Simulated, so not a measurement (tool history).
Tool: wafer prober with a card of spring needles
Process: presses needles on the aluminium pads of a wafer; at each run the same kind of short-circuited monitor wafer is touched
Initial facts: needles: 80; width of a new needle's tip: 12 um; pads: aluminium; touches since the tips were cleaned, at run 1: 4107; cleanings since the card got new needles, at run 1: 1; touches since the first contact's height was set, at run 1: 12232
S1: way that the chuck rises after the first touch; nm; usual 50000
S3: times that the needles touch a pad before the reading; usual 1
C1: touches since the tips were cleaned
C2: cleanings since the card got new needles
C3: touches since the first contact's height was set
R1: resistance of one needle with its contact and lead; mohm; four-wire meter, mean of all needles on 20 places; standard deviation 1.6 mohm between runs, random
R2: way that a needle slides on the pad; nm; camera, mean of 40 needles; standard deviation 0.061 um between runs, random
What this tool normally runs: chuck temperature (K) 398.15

run 1 hour=0.0 | S1=50000 chuck_temperature_(K)=398.15 S3=1 | C1=4107 C2=1 C3=12232 | R1=161 R2=13990
run 2 hour=7.6 | S1=50000 chuck_temperature_(K)=398.15 S3=1 | C1=5575 C2=1 C3=13700 | R1=162 R2=13860
run 3 hour=13.0 | S1=57000 chuck_temperature_(K)=398.15 S3=1 | C1=6618 C2=1 C3=14743 | R1=159 R2=15910
-- hour=20.0 tips cleaned on abrasive film
run 4 hour=21.5 | S1=50000 chuck_temperature_(K)=341.15 S3=1 | C1=299 C2=2 C3=16384 | R1=150 R2=13920
run 5 hour=30.1 | S1=36000 chuck_temperature_(K)=398.15 S3=1 | C1=1959 C2=2 C3=18044 | R1=167 R2=10000
run 6 hour=34.8 | S1=36000 chuck_temperature_(K)=398.15 S3=1 | C1=2879 C2=2 C3=18964 | R1=166 R2=9940
run 7 hour=43.1 | S1=36000 chuck_temperature_(K)=398.15 S3=1 | C1=4485 C2=2 C3=20570 | R1=166 R2=10020
run 8 hour=52.2 | S1=36000 chuck_temperature_(K)=398.15 S3=1 | C1=6251 C2=2 C3=22336 | R1=165 R2=9910
run 9 hour=58.0 | S1=50000 chuck_temperature_(K)=398.15 S3=1 | C1=7377 C2=2 C3=23462 | R1=162 R2=13950
-- hour=61.0 tips cleaned on abrasive film
run 10 hour=64.1 | S1=50000 chuck_temperature_(K)=398.15 S3=1 | C1=612 C2=3 C3=24619 | R1=163 R2=13940
run 11 hour=68.1 | S1=50000 chuck_temperature_(K)=398.15 S3=1 | C1=1376 C2=3 C3=25383 | R1=161 R2=13820
run 12 hour=73.7 | S1=50000 chuck_temperature_(K)=398.15 S3=1 | C1=2471 C2=3 C3=26478 | R1=159 R2=13800
run 13 hour=77.7 | S1=50000 chuck_temperature_(K)=329.15 S3=1 | C1=3240 C2=3 C3=27247 | R1=148 R2=13800
run 14 hour=85.0 | S1=50000 chuck_temperature_(K)=398.15 S3=1 | C1=4669 C2=3 C3=28676 | R1=162 R2=13750
run 15 hour=94.3 | S1=50000 chuck_temperature_(K)=398.15 S3=1 | C1=6460 C2=3 C3=30467 | R1=164 R2=13730
run 16 hour=101.7 | S1=50000 chuck_temperature_(K)=398.15 S3=1 | C1=7890 C2=3 C3=31897 | R1=159 R2=13750
-- hour=102.3 tips cleaned on abrasive film
run 17 hour=108.5 | S1=50000 chuck_temperature_(K)=398.15 S3=1 | C1=1217 C2=4 C3=33211 | R1=160 R2=13660
run 18 hour=117.4 | S1=30000 chuck_temperature_(K)=398.15 S3=1 | C1=2939 C2=4 C3=34933 | R1=168 R2=8230
run 19 hour=122.5 | S1=30000 chuck_temperature_(K)=398.15 S3=1 | C1=3925 C2=4 C3=35919 | R1=174 R2=8230
run 20 hour=127.2 | S1=30000 chuck_temperature_(K)=398.15 S3=1 | C1=4826 C2=4 C3=36820 | R1=172 R2=8110
run 21 hour=133.7 | S1=33000 chuck_temperature_(K)=321.15 S3=3 | C1=6093 C2=4 C3=38087 | R1=154 R2=9010
run 22 hour=139.1 | S1=33000 chuck_temperature_(K)=321.15 S3=3 | C1=7142 C2=4 C3=39136 | R1=156 R2=8940
-- hour=143.6 tips cleaned on abrasive film
run 23 hour=145.5 | S1=67000 chuck_temperature_(K)=354.15 S3=3 | C1=371 C2=5 C3=40352 | R1=150 R2=18240
run 24 hour=153.4 | S1=50000 chuck_temperature_(K)=332.15 S3=3 | C1=1904 C2=5 C3=41885 | R1=149 R2=13620
run 25 hour=160.2 | S1=50000 chuck_temperature_(K)=332.15 S3=3 | C1=3231 C2=5 C3=43212 | R1=150 R2=13540
run 26 hour=165.6 | S1=37000 chuck_temperature_(K)=398.15 S3=1 | C1=4275 C2=5 C3=44256 | R1=165 R2=9980
-- hour=169.8 gauge calibrated
run 27 hour=171.5 | S1=40000 chuck_temperature_(K)=398.15 S3=1 | C1=5422 C2=5 C3=45403 | R1=164 R2=11080
run 28 hour=176.3 | S1=53000 chuck_temperature_(K)=358.15 S3=2 | C1=6350 C2=5 C3=46331 | R1=153 R2=14630
run 29 hour=181.7 | S1=43000 chuck_temperature_(K)=301.15 S3=1 | C1=7386 C2=5 C3=47367 | R1=147 R2=11950
-- hour=184.9 tips cleaned on abrasive film
run 30 hour=185.6 | S1=36000 chuck_temperature_(K)=303.15 S3=1 | C1=132 C2=6 C3=48106 | R1=149 R2=10080
run 31 hour=192.4 | S1=37000 chuck_temperature_(K)=398.15 S3=2 | C1=1460 C2=6 C3=49434 | R1=166 R2=10220
run 32 hour=200.6 | S1=57000 chuck_temperature_(K)=320.15 S3=2 | C1=3047 C2=6 C3=51021 | R1=146 R2=15960
run 33 hour=205.2 | S1=57000 chuck_temperature_(K)=320.15 S3=2 | C1=3928 C2=6 C3=51902 | R1=144 R2=15760
run 34 hour=209.9 | S1=50000 chuck_temperature_(K)=320.15 S3=1 | C1=4846 C2=6 C3=52820 | R1=147 R2=13790

Each row is a separate what-if for the run after 34, all from the same tool condition, not one after another. Results?
run A hour=219.0 | S1=50000 chuck_temperature_(K)=310.15 S3=1 | C1=6603 C2=6 C3=54577 | R1=? R2=?
run B hour=219.0 | S1=50000 chuck_temperature_(K)=320.15 S3=1 | C1=6603 C2=6 C3=54577 | R1=? R2=?
run C hour=219.0 | S1=50000 chuck_temperature_(K)=343.15 S3=1 | C1=6603 C2=6 C3=54577 | R1=? R2=?
run D hour=219.0 | S1=30000 chuck_temperature_(K)=308.15 S3=2 | C1=6603 C2=6 C3=54577 | R1=? R2=?

run=A R1=149 R2=13750
run=B R1=146 R2=13820
run=C R1=150 R2=13840
run=D R1=152 R2=8380
Without the tool's hidden state the same runs would have given:
run=A R1=149 R2=13850
run=B R1=146 R2=13920
run=C R1=149 R2=13950
run=D R1=151 R2=8440

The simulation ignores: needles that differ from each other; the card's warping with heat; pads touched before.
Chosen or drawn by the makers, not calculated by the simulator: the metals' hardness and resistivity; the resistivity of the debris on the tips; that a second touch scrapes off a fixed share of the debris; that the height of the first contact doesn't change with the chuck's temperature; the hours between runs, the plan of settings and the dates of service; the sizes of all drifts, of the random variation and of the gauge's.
